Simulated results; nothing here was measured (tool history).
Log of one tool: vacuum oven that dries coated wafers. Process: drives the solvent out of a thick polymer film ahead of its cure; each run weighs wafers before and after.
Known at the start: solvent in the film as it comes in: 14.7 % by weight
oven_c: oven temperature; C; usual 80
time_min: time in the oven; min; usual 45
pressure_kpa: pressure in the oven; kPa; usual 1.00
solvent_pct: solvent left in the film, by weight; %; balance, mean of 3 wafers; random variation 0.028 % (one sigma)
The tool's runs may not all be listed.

run 1 hour=0.0 | oven_c=80 time_min=45 pressure_kpa=1.00 | solvent_pct=1.36
run 2 hour=11.0 | oven_c=80 time_min=45 pressure_kpa=1.61 | solvent_pct=1.55
run 3 hour=27.5 | oven_c=80 time_min=26 pressure_kpa=1.00 | solvent_pct=3.17
run 4 hour=43.2 | oven_c=80 time_min=45 pressure_kpa=1.10 | solvent_pct=1.39
run 5 hour=50.4 | oven_c=80 time_min=45 pressure_kpa=1.00 | solvent_pct=1.34
run 6 hour=65.0 | oven_c=80 time_min=45 pressure_kpa=1.00 | solvent_pct=1.38
run 7 hour=73.0 | oven_c=80 time_min=45 pressure_kpa=1.00 | solvent_pct=1.38
run 8 hour=84.8 | oven_c=80 time_min=45 pressure_kpa=1.00 | solvent_pct=1.32
run 9 hour=99.2 | oven_c=80 time_min=45 pressure_kpa=1.00 | solvent_pct=1.34
run 10 hour=109.2 | oven_c=80 time_min=45 pressure_kpa=1.00 | solvent_pct=1.34
run 11 hour=119.7 | oven_c=80 time_min=45 pressure_kpa=1.00 | solvent_pct=1.38
run 12 hour=127.6 | oven_c=80 time_min=45 pressure_kpa=1.00 | solvent_pct=1.35
run 13 hour=137.5 | oven_c=80 time_min=75 pressure_kpa=1.00 | solvent_pct=0.49
run 14 hour=154.1 | oven_c=80 time_min=75 pressure_kpa=1.00 | solvent_pct=0.49
run 15 hour=169.8 | oven_c=80 time_min=75 pressure_kpa=1.00 | solvent_pct=0.50
run 16 hour=184.5 | oven_c=80 time_min=75 pressure_kpa=1.00 | solvent_pct=0.51
run 17 hour=193.2 | oven_c=80 time_min=45 pressure_kpa=1.97 | solvent_pct=1.64
run 18 hour=204.6 | oven_c=80 time_min=45 pressure_kpa=1.00 | solvent_pct=1.35
run 19 hour=220.7 | oven_c=80 time_min=45 pressure_kpa=3.88 | solvent_pct=2.14
run 20 hour=237.3 | oven_c=81 time_min=43 pressure_kpa=1.00 | solvent_pct=1.32
run 21 hour=245.3 | oven_c=65 time_min=32 pressure_kpa=0.76 | solvent_pct=6.21
run 22 hour=260.5 | oven_c=65 time_min=32 pressure_kpa=0.76 | solvent_pct=6.17
run 23 hour=272.2 | oven_c=82 time_min=34 pressure_kpa=1.00 | solvent_pct=1.77
run 24 hour=286.1 | oven_c=80 time_min=47 pressure_kpa=2.67 | solvent_pct=1.67
run 25 hour=295.3 | oven_c=80 time_min=63 pressure_kpa=1.00 | solvent_pct=0.69
run 26 hour=308.1 | oven_c=80 time_min=63 pressure_kpa=1.00 | solvent_pct=0.68
run 27 hour=325.6 | oven_c=66 time_min=63 pressure_kpa=0.51 | solvent_pct=3.00
run 28 hour=342.8 | oven_c=86 time_min=70 pressure_kpa=2.15 | solvent_pct=0.56
run 29 hour=350.9 | oven_c=86 time_min=79 pressure_kpa=1.66 | solvent_pct=0.45
run 30 hour=362.1 | oven_c=92 time_min=23 pressure_kpa=0.90 | solvent_pct=1.19
run 31 hour=377.9 | oven_c=92 time_min=23 pressure_kpa=0.90 | solvent_pct=1.21
run 32 hour=390.8 | oven_c=92 time_min=23 pressure_kpa=0.90 | solvent_pct=1.23
run 33 hour=399.2 | oven_c=80 time_min=24 pressure_kpa=0.69 | solvent_pct=3.41
run 34 hour=406.7 | oven_c=81 time_min=35 pressure_kpa=0.74 | solvent_pct=1.77
run 35 hour=423.8 | oven_c=81 time_min=35 pressure_kpa=0.74 | solvent_pct=1.75

Some steps in solvent_pct between neighbouring runs. How much of each would the tool show without its hidden state too (settings, what came in, random variation), and how much is left for the hidden state, with any gauge scatter that isn't in both results?
The hidden state here: true wafer temperature over the reading, C; true pressure over the reading, kPa; drift of the gauge itself on solvent_pct, %.
Run 20 -> 21: oven_c 81 -> 65, time_min 43 -> 32, pressure_kpa 1.00 -> 0.76. solvent_pct +4.89 %: hidden state -0.12, all else +5.01.
Run 22 -> 23: oven_c 65 -> 82, time_min 32 -> 34, pressure_kpa 0.76 -> 1.00. solvent_pct -4.40 %: hidden state +0.08, all else -4.48.
Run 26 -> 27: oven_c 80 -> 66, pressure_kpa 1.00 -> 0.51. solvent_pct +2.32 %: hidden state -0.20, all else +2.52.
Run 27 -> 28: oven_c 66 -> 86, time_min 63 -> 70, pressure_kpa 0.51 -> 2.15. solvent_pct -2.44 %: hidden state +0.26, all else -2.70.
Run 29 -> 30: oven_c 86 -> 92, time_min 79 -> 23, pressure_kpa 1.66 -> 0.90. solvent_pct +0.74 %: hidden state -0.14, all else +0.88.
